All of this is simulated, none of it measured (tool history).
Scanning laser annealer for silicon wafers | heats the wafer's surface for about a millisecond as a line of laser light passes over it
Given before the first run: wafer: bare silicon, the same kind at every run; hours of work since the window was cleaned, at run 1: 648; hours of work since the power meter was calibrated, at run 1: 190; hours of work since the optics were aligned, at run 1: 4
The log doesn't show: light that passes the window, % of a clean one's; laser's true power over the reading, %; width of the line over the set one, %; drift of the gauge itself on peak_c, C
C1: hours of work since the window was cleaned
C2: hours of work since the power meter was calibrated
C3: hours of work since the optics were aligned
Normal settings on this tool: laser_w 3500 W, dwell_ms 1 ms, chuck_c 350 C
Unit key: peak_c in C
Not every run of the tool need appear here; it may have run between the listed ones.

run 1 hour=0 | laser_w=3500 dwell_ms=1 chuck_c=350 | C1=648 C2=190 C3=4 | peak_c=1192
run 2 hour=7.5 | laser_w=3500 dwell_ms=1 chuck_c=330 | C1=654 C2=196 C3=10 | peak_c=1170
run 3 hour=14.3 | laser_w=3500 dwell_ms=1 chuck_c=330 | C1=659 C2=201 C3=15 | peak_c=1172
run 4 hour=24.7 | laser_w=3500 dwell_ms=1 chuck_c=330 | C1=667 C2=209 C3=23 | peak_c=1174
run 5 hour=31.4 | laser_w=3657 dwell_ms=1 chuck_c=350 | C1=672 C2=214 C3=28 | peak_c=1235
run 6 hour=36.9 | laser_w=3657 dwell_ms=1 chuck_c=350 | C1=676 C2=218 C3=33 | peak_c=1230
run 7 hour=42.9 | laser_w=3657 dwell_ms=1 chuck_c=350 | C1=681 C2=223 C3=37 | peak_c=1228
run 8 hour=49.2 | laser_w=3657 dwell_ms=1 chuck_c=350 | C1=685 C2=227 C3=42 | peak_c=1233
run 9 hour=54 | laser_w=3657 dwell_ms=1 chuck_c=350 | C1=689 C2=231 C3=46 | peak_c=1229
run 10 hour=63.7 | laser_w=3500 dwell_ms=1 chuck_c=350 | C1=697 C2=239 C3=53 | peak_c=1191
run 11 hour=72.1 | laser_w=3500 dwell_ms=1 chuck_c=350 | C1=703 C2=245 C3=60 | peak_c=1197
run 12 hour=81 | laser_w=3500 dwell_ms=1 chuck_c=350 | C1=710 C2=252 C3=66 | peak_c=1191
run 13 hour=86.4 | laser_w=3472 dwell_ms=1 chuck_c=350 | C1=714 C2=256 C3=70 | peak_c=1184
run 14 hour=94.9 | laser_w=3472 dwell_ms=1.09 chuck_c=361 | C1=720 C2=262 C3=77 | peak_c=1237
run 15 hour=102.9 | laser_w=3340 dwell_ms=1.09 chuck_c=314 | C1=726 C2=269 C3=83 | peak_c=1150
run 16 hour=111.6 | laser_w=3340 dwell_ms=1.09 chuck_c=314 | C1=733 C2=275 C3=90 | peak_c=1151
run 17 hour=119.3 | laser_w=3340 dwell_ms=1.09 chuck_c=314 | C1=739 C2=281 C3=96 | peak_c=1148
run 18 hour=129.2 | laser_w=3469 dwell_ms=0.85 chuck_c=323 | C1=747 C2=289 C3=103 | peak_c=1092
run 19 hour=138.2 | laser_w=3500 dwell_ms=1.22 chuck_c=327 | C1=753 C2=295 C3=110 | peak_c=1257
run 20 hour=148.2 | laser_w=3500 dwell_ms=1.22 chuck_c=327 | C1=761 C2=303 C3=118 | peak_c=1257
run 21 hour=155.6 | laser_w=3500 dwell_ms=1.22 chuck_c=327 | C1=767 C2=309 C3=123 | peak_c=1259
run 22 hour=160.8 | laser_w=3500 dwell_ms=1.22 chuck_c=368 | C1=771 C2=313 C3=127 | peak_c=1295
run 23 hour=170.6 | laser_w=3496 dwell_ms=1.22 chuck_c=368 | C1=778 C2=320 C3=135 | peak_c=1295
run 24 hour=178.4 | laser_w=3496 dwell_ms=1.22 chuck_c=368 | C1=784 C2=326 C3=141 | peak_c=1298

Below are 3 alternative next runs, each starting from the tool's condition after run 24. Predict each:
run A hour=183 | laser_w=3496 dwell_ms=1.01 chuck_c=322 | C1=788 C2=330 C3=144 | peak_c=?
run B hour=183 | laser_w=3500 dwell_ms=0.71 chuck_c=350 | C1=788 C2=330 C3=144 | peak_c=?
run C hour=183 | laser_w=3441 dwell_ms=0.83 chuck_c=341 | C1=788 C2=330 C3=144 | peak_c=?

run=A peak_c=1167
run=B peak_c=1058
run=C peak_c=1093
Had the tool no hidden state, the same runs would have come out as:
run=A peak_c=1167
run=B peak_c=1059
run=C peak_c=1093
